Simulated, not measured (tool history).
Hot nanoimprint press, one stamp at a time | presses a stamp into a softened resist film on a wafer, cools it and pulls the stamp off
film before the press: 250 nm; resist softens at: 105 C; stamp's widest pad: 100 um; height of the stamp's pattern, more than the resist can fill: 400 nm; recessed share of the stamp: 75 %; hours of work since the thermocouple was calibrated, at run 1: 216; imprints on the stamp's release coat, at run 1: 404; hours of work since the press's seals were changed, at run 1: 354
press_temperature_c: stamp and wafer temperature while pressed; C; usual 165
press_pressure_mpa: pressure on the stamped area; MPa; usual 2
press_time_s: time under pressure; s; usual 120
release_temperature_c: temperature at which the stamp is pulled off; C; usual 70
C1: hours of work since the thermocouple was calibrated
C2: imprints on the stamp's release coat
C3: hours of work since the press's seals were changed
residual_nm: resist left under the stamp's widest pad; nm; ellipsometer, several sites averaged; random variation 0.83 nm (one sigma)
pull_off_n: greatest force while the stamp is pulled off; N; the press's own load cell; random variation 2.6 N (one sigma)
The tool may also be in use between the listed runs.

Run 1, hour 0: usual settings; C1 216; C2 404; C3 354. Result: residual_nm 118.3 nm, pull_off_n 159 N.
Run 2, hour 17.6: usual settings; C1 227; C2 437; C3 365. Result: residual_nm 117.8 nm, pull_off_n 161 N.
Run 3, hour 28.7: usual settings; C1 233; C2 459; C3 372. Result: residual_nm 115.5 nm, pull_off_n 167 N.
Run 4, hour 46.6: usual settings but press_pressure_mpa 1.74 MPa; C1 244; C2 493; C3 383. Result: residual_nm 125 nm, pull_off_n 163 N.
Run 5, hour 67: usual settings but press_pressure_mpa 1.74 MPa; C1 257; C2 532; C3 395. Result: residual_nm 124.8 nm, pull_off_n 163 N.
Run 6, hour 76.4: usual settings but release_temperature_c 67 C; C1 263; C2 550; C3 401. Result: residual_nm 116.4 nm, pull_off_n 170 N.
Run 7, hour 92.4: usual settings but press_pressure_mpa 1.97 MPa; C1 272; C2 581; C3 411. Result: residual_nm 117.4 nm, pull_off_n 164 N.
Run 8, hour 111.7: usual settings but release_temperature_c 66 C; C1 284; C2 618; C3 422. Result: residual_nm 117.9 nm, pull_off_n 168 N.
Run 9, hour 131.1: usual settings but release_temperature_c 66 C; C1 296; C2 655; C3 434. Result: residual_nm 115.4 nm, pull_off_n 174 N.
Run 10, hour 141.3: usual settings; C1 302; C2 675; C3 440. Result: residual_nm 116.9 nm, pull_off_n 172 N.
Run 11, hour 161.9: usual settings; C1 315; C2 714; C3 453. Result: residual_nm 117.6 nm, pull_off_n 158 N.
Run 12, hour 170.6: usual settings but press_pressure_mpa 1.71 MPa; C1 320; C2 731; C3 458. Result: residual_nm 126.3 nm, pull_off_n 169 N.
Run 13, hour 188: usual settings but press_pressure_mpa 1.71 MPa; C1 331; C2 764; C3 469. Result: residual_nm 128 nm, pull_off_n 168 N.
Run 14, hour 208.5: usual settings but release_temperature_c 75 C; C1 343; C2 803; C3 481. Result: residual_nm 117.8 nm, pull_off_n 156 N.
Run 15, hour 228.9: usual settings but press_pressure_mpa 3.07 MPa, release_temperature_c 75 C; C1 355; C2 842; C3 494. Result: residual_nm 93.7 nm, pull_off_n 158 N.
Run 16, hour 244.3: usual settings but press_temperature_c 158 C, press_pressure_mpa 2.3 MPa; C1 365; C2 872; C3 503. Result: residual_nm 138.3 nm, pull_off_n 171 N.
Run 17, hour 262.6: usual settings but press_time_s 119 s, release_temperature_c 64 C; C1 376; C2 907; C3 514. Result: residual_nm 117.9 nm, pull_off_n 178 N.
Run 18, hour 280.1: usual settings but press_temperature_c 160 C, press_pressure_mpa 2.1 MPa, press_time_s 119 s, release_temperature_c 76 C; C1 387; C2 941; C3 525. Result: residual_nm 135.7 nm, pull_off_n 157 N.
Run 19, hour 296.6: usual settings but press_temperature_c 160 C, press_pressure_mpa 2.1 MPa, press_time_s 119 s, release_temperature_c 76 C; C1 397; C2 972; C3 535. Result: residual_nm 138.5 nm, pull_off_n 155 N.
Run 20, hour 313.1: usual settings but press_temperature_c 160 C, press_pressure_mpa 2.1 MPa, press_time_s 119 s, release_temperature_c 76 C; C1 407; C2 1004; C3 545. Result: residual_nm 136.4 nm, pull_off_n 163 N.
Run 21, hour 328.4: usual settings but press_temperature_c 160 C, press_pressure_mpa 2.1 MPa, press_time_s 119 s, release_temperature_c 76 C; C1 416; C2 1033; C3 554. Result: residual_nm 135 nm, pull_off_n 165 N.
At hour 335.4: plate thermocouple calibrated.
At hour 348.6: stamp cleaned and given a new release coat.
Run 22, hour 355.7: usual settings but press_temperature_c 160 C, press_pressure_mpa 2.1 MPa, press_time_s 119 s, release_temperature_c 76 C; C1 9; C2 13; C3 565. Result: residual_nm 132.1 nm, pull_off_n 149 N.
Run 23, hour 368.4: usual settings but press_temperature_c 173 C, press_pressure_mpa 2.77 MPa, press_time_s 119 s, release_temperature_c 67 C; C1 16; C2 38; C3 573. Result: residual_nm 74.2 nm, pull_off_n 165 N.
Run 24, hour 383: usual settings but press_temperature_c 161 C, release_temperature_c 65 C; C1 25; C2 66; C3 582. Result: residual_nm 129.9 nm, pull_off_n 166 N.
Run 25, hour 401.3: usual settings but press_temperature_c 161 C, release_temperature_c 65 C; C1 36; C2 101; C3 593. Result: residual_nm 130.2 nm, pull_off_n 166 N.
Run 26, hour 414.5: usual settings but press_temperature_c 169 C, press_time_s 180 s, release_temperature_c 67 C; C1 45; C2 126; C3 601. Result: residual_nm 86.7 nm, pull_off_n 164 N.
Run 27, hour 428: usual settings but press_temperature_c 173 C, press_pressure_mpa 1.33 MPa, press_time_s 182 s, release_temperature_c 62 C; C1 53; C2 152; C3 609. Result: residual_nm 94.2 nm, pull_off_n 168 N.
Run 28, hour 438.2: usual settings but press_temperature_c 160 C, press_pressure_mpa 1.33 MPa, press_time_s 73 s, release_temperature_c 59 C; C1 59; C2 172; C3 616. Result: residual_nm 183.4 nm, pull_off_n 180 N.
Run 29, hour 452.6: usual settings but press_temperature_c 160 C; C1 68; C2 199; C3 624. Result: residual_nm 134.2 nm, pull_off_n 157 N.

Forecast each of these 4 alternatives for the next run:
Run A, hour 463.4: usual settings but press_temperature_c 172 C, press_time_s 67 s; C1 74; C2 220; C3 631. Result: residual_nm ?, pull_off_n ?.
Run B, hour 463.4: usual settings but press_temperature_c 156 C, press_pressure_mpa 3.06 MPa, press_time_s 140 s; C1 74; C2 220; C3 631. Result: residual_nm ?, pull_off_n ?.
Run C, hour 463.4: usual settings but press_pressure_mpa 1.57 MPa, press_time_s 85 s, release_temperature_c 73 C; C1 74; C2 220; C3 631. Result: residual_nm ?, pull_off_n ?.
Run D, hour 463.4: usual settings but press_temperature_c 160 C, press_pressure_mpa 1.67 MPa, press_time_s 213 s; C1 74; C2 220; C3 631. Result: residual_nm ?, pull_off_n ?.

run  residual_nm  pull_off_n
  A        112.1         158
  B        121.3         155
  C          143         157
  D        123.2         162
Without the tool's hidden state the same runs would have given:
run  residual_nm  pull_off_n
  A        108.9         155
  B        116.2         152
  C        140.3         154
  D        120.4         159
